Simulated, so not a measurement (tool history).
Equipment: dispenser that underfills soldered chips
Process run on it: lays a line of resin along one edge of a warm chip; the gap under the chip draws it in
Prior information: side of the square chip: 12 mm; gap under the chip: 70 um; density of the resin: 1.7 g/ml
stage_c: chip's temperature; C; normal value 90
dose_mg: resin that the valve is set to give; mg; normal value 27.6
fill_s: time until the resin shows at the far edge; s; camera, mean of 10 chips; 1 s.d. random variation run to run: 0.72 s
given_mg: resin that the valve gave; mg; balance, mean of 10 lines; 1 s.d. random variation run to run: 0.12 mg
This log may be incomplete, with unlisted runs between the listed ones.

run,hour,stage_c,dose_mg,fill_s,given_mg
1,0.0,90,27.6,83.6,27.11
# hour 2.1: new syringe of resin
2,9.1,90,27.6,86.0,27.07
# hour 10.8: new syringe of resin
3,13.6,90,27.6,74.2,26.98
# hour 19.7: new syringe of resin
4,22.5,82,27.6,109.5,26.62
# hour 28.4: new syringe of resin
5,29.2,82,27.6,100.8,26.75
# hour 37.0: new syringe of resin
6,37.0,82,27.6,97.4,26.76
7,42.9,82,27.6,118.8,26.55
# hour 45.9: new syringe of resin
8,51.2,92,27.6,76.0,26.29
# hour 54.5: new syringe of resin
9,59.2,85,27.6,102.9,26.27
# hour 63.4: new syringe of resin
10,64.8,105,26.9,38.7,25.19
11,69.7,104,32.9,47.0,30.92
# hour 72.0: new syringe of resin
12,76.8,93,24.8,69.9,23.39
# hour 80.6: new syringe of resin
13,83.1,90,27.7,75.7,25.85

What if the next run were any one of these 5? Each begins from the tool's condition after run 13:
# hour 89.1: new syringe of resin
A,89.1,95,35.3,?,?
# hour 89.1: new syringe of resin
B,89.1,90,23.8,?,?
# hour 89.1: new syringe of resin
C,89.1,99,28.6,?,?
# hour 89.1: new syringe of resin
D,89.1,90,29.0,?,?
# hour 89.1: new syringe of resin
E,89.1,77,33.4,?,?

run,fill_s,given_mg
A,53.8,32.39
B,72.5,22.08
C,46.3,26.58
D,70.0,26.99
E,123.7,31.20
Had the tool no hidden state, the same runs would have come out as:
run,fill_s,given_mg
A,51.3,34.80
B,68.0,23.71
C,44.0,28.55
D,66.4,28.99
E,117.6,33.52

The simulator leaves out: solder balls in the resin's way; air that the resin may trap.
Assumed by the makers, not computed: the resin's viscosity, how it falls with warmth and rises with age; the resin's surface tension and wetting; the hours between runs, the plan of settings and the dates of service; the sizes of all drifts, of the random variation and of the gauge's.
